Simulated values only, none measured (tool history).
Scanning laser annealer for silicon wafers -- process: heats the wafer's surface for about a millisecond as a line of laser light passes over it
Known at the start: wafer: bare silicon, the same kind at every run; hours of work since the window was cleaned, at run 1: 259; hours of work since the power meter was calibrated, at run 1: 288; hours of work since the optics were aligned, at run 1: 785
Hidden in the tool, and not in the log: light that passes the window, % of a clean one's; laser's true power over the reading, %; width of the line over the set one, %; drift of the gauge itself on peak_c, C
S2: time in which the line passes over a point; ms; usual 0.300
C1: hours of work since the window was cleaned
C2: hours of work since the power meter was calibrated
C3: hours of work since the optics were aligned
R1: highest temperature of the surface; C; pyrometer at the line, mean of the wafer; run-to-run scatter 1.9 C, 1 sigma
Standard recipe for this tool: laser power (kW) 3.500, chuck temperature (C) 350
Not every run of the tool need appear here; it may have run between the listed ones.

Run 1, hour 0.0: usual settings; C1 259; C2 288; C3 785. Result: R1 1135 C.
Run 2, hour 9.9: usual settings; C1 265; C2 294; C3 791. Result: R1 1131 C.
Run 3, hour 24.2: usual settings; C1 274; C2 304; C3 800. Result: R1 1133 C.
Run 4, hour 34.2: usual settings; C1 281; C2 310; C3 807. Result: R1 1135 C.
Run 5, hour 51.2: usual settings; C1 291; C2 321; C3 817. Result: R1 1133 C.
Run 6, hour 59.2: usual settings; C1 296; C2 326; C3 823. Result: R1 1132 C.
Run 7, hour 68.8: usual settings; C1 303; C2 332; C3 829. Result: R1 1130 C.
Run 8, hour 88.1: usual settings but S2 0.303 ms; C1 315; C2 345; C3 841. Result: R1 1133 C.
Run 9, hour 105.5: usual settings but S2 0.303 ms; C1 326; C2 356; C3 852. Result: R1 1137 C.
Run 10, hour 114.9: usual settings; C1 332; C2 362; C3 858. Result: R1 1132 C.
At hour 124.2: window over the wafer cleaned.
Run 11, hour 132.3: usual settings but laser power (kW) 3.648, S2 0.239 ms, chuck temperature (C) 334; C1 5; C2 371; C3 868. Result: R1 1068 C.
Run 12, hour 147.5: usual settings but laser power (kW) 3.681, S2 0.239 ms, chuck temperature (C) 345; C1 15; C2 381; C3 878. Result: R1 1088 C.
Run 13, hour 165.4: usual settings but S2 0.225 ms, chuck temperature (C) 384; C1 26; C2 393; C3 889. Result: R1 1074 C.
Run 14, hour 181.5: usual settings but laser power (kW) 3.688, S2 0.244 ms, chuck temperature (C) 372; C1 37; C2 403; C3 900. Result: R1 1124 C.
Run 15, hour 199.6: usual settings but laser power (kW) 3.408, S2 0.223 ms, chuck temperature (C) 331; C1 48; C2 415; C3 911. Result: R1 1002 C.
Run 16, hour 215.9: usual settings but laser power (kW) 3.408, S2 0.223 ms, chuck temperature (C) 331; C1 59; C2 425; C3 922. Result: R1 1002 C.
Run 17, hour 231.1: usual settings but laser power (kW) 3.408, S2 0.212 ms, chuck temperature (C) 342; C1 68; C2 435; C3 931. Result: R1 1002 C.
Run 18, hour 249.3: usual settings but S2 0.271 ms, chuck temperature (C) 384; C1 80; C2 446; C3 943. Result: R1 1134 C.
Run 19, hour 259.7: usual settings but S2 0.350 ms, chuck temperature (C) 349; C1 87; C2 453; C3 950. Result: R1 1187 C.
Run 20, hour 279.4: usual settings but S2 0.350 ms; C1 99; C2 466; C3 962. Result: R1 1186 C.

4 options for the next run, each taken on its own from the tool as it stands now. Forecast them:
Run A, hour 297.2: usual settings but laser power (kW) 3.133, chuck temperature (C) 320; C1 111; C2 477; C3 974. Result: R1 ?.
Run B, hour 297.2: usual settings but S2 0.334 ms, chuck temperature (C) 353; C1 111; C2 477; C3 974. Result: R1 ?.
Run C, hour 297.2: usual settings but S2 0.291 ms, chuck temperature (C) 332; C1 111; C2 477; C3 974. Result: R1 ?.
Run D, hour 297.2: usual settings but S2 0.243 ms, chuck temperature (C) 368; C1 111; C2 477; C3 974. Result: R1 ?.

run    R1
  A  1027
  B  1175
  C  1105
  D  1082
Without the tool's hidden state the same runs would have given:
run    R1
  A  1028
  B  1176
  C  1106
  D  1083
